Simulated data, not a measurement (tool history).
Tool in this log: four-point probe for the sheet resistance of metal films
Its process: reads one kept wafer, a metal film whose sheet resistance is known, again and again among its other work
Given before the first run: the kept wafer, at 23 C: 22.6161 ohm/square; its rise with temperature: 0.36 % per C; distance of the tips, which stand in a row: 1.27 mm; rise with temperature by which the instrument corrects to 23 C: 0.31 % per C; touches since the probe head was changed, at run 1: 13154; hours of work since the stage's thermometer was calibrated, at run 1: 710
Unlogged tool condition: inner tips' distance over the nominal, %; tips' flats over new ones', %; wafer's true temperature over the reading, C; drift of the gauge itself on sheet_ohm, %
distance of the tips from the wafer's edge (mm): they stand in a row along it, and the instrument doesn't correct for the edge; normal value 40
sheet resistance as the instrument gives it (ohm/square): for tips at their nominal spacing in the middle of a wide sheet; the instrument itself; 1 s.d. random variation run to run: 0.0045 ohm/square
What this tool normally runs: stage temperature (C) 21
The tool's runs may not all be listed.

run	hour	stage temperature (C)	distance of the tips from the wafer's edge (mm)	touches since the probe head was changed	hours of work since the stage's thermometer was calibrated	sheet resistance as the instrument gives it (ohm/square)
1	0.0	21	40	13154	710	22.597045
2	24.3	21	40	14112	722	22.589710
3	55.2	21	40	15332	738	22.597493
4	84.3	21	40	16477	753	22.594435
5	118.8	21	40	17838	770	22.603279
6	135.8	33	40	18511	779	22.734146
7	151.4	33	40	19126	787	22.732680
8	166.2	33	40	19711	794	22.732433
9	184.6	21	40	20437	804	22.615844
10	215.7	21	40	21661	820	22.606422
11	232.2	21	40	22313	828	22.611145
12	258.4	21	40	23345	841	22.610258
13	276.9	21	40	24075	851	22.609638
14	296.1	21	40	24835	860	22.620854
15	314.5	21	40	25561	870	22.619365
16	338.4	21	40	26501	882	22.618163
17	373.1	33	34	27870	899	22.762462
18	401.6	29	13	28997	914	22.810521
19	430.4	21	14	30132	928	22.720274
20	451.5	23	66	30963	939	22.647105
21	484.9	29	40	32282	956	22.717783
22	510.2	21	50	33278	969	22.632126
23	528.7	21	50	34009	978	22.625845
24	543.2	24	50	34579	986	22.666766
25	574.6	22	4	35817	1002	23.797470
26	596.8	22	4	36696	1013	23.798274
27	628.8	25	4	37959	1029	23.831887
28	660.1	22	22	39190	1045	22.691756
29	678.8	22	22	39929	1054	22.681702
30	713.4	22	22	41295	1072	22.689301

Pick out some run-to-run changes in sheet resistance as the instrument gives it (ohm/square). Of each, how much would a tool without hidden state show as well, from the settings, what came in and chance, and how much is left for the hidden state and any gauge scatter not in both results compared?
Run 4 -> 5: no setting changed, nothing entered. sheet resistance as the instrument gives it (ohm/square) +0.008844: hidden state +0.002717, all else +0.006127.
Run 16 -> 17: stage temperature (C) 21 -> 33, distance of the tips from the wafer's edge (mm) 40 -> 34. sheet resistance as the instrument gives it (ohm/square) +0.144299: hidden state +0.001684, all else +0.142615.
Run 18 -> 19: stage temperature (C) 29 -> 21, distance of the tips from the wafer's edge (mm) 13 -> 14. sheet resistance as the instrument gives it (ohm/square) -0.090247: hidden state +0.002747, all else -0.092994.
Run 24 -> 25: stage temperature (C) 24 -> 22, distance of the tips from the wafer's edge (mm) 50 -> 4. sheet resistance as the instrument gives it (ohm/square) +1.130704: hidden state +0.004037, all else +1.126667.
Run 27 -> 28: stage temperature (C) 25 -> 22, distance of the tips from the wafer's edge (mm) 4 -> 22. sheet resistance as the instrument gives it (ohm/square) -1.140131: hidden state +0.000835, all else -1.140966.
